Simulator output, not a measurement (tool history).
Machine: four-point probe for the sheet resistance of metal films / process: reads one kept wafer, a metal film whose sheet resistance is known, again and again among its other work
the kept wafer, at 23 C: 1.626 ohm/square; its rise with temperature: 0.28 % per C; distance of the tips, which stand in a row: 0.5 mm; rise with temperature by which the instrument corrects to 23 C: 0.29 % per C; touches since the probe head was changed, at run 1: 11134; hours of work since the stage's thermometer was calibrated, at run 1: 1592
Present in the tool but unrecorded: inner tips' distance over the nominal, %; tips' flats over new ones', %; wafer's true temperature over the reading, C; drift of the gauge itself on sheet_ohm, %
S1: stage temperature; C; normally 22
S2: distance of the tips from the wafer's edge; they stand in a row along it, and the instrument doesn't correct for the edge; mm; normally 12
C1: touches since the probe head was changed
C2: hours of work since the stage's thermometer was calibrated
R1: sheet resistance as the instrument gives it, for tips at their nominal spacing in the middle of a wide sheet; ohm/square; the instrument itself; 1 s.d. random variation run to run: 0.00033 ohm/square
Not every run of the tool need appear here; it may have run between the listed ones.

Run 1, hour 0: usual settings; C1 11134; C2 1592. Result: R1 1.627392 ohm/square.
Run 2, hour 14.4: usual settings; C1 11435; C2 1599. Result: R1 1.627604 ohm/square.
Run 3, hour 43.9: usual settings but S2 3 mm; C1 12052; C2 1613. Result: R1 1.649348 ohm/square.
Run 4, hour 61: usual settings; C1 12407; C2 1622. Result: R1 1.626772 ohm/square.
Run 5, hour 75: usual settings; C1 12701; C2 1629. Result: R1 1.626947 ohm/square.
Run 6, hour 93.6: usual settings but S2 6 mm; C1 13088; C2 1638. Result: R1 1.631789 ohm/square.
Run 7, hour 114: usual settings but S1 32 C; C1 13514; C2 1648. Result: R1 1.625701 ohm/square.
Run 8, hour 134.9: usual settings but S1 32 C; C1 13952; C2 1658. Result: R1 1.627244 ohm/square.
Run 9, hour 157.3: usual settings but S1 30 C; C1 14420; C2 1669. Result: R1 1.62656 ohm/square.
Run 10, hour 171.3: usual settings but S1 30 C; C1 14711; C2 1676. Result: R1 1.626716 ohm/square.
Run 11, hour 198.9: usual settings but S1 30 C; C1 15287; C2 1690. Result: R1 1.626874 ohm/square.
Run 12, hour 215.6: usual settings but S1 30 C; C1 15637; C2 1698. Result: R1 1.626881 ohm/square.
Run 13, hour 235.7: usual settings but S1 30 C; C1 16056; C2 1708. Result: R1 1.626646 ohm/square.

Predict the results of run 14:
Run 14, hour 255.9: usual settings but S1 19 C, S2 18 mm; C1 16478; C2 1718. Result: R1 ?.

{"run 14": {"R1": 1.626616}}
Were there no unlogged condition in the tool, this run, its random variation unchanged, would have produced R1 1.62708 ohm/square.
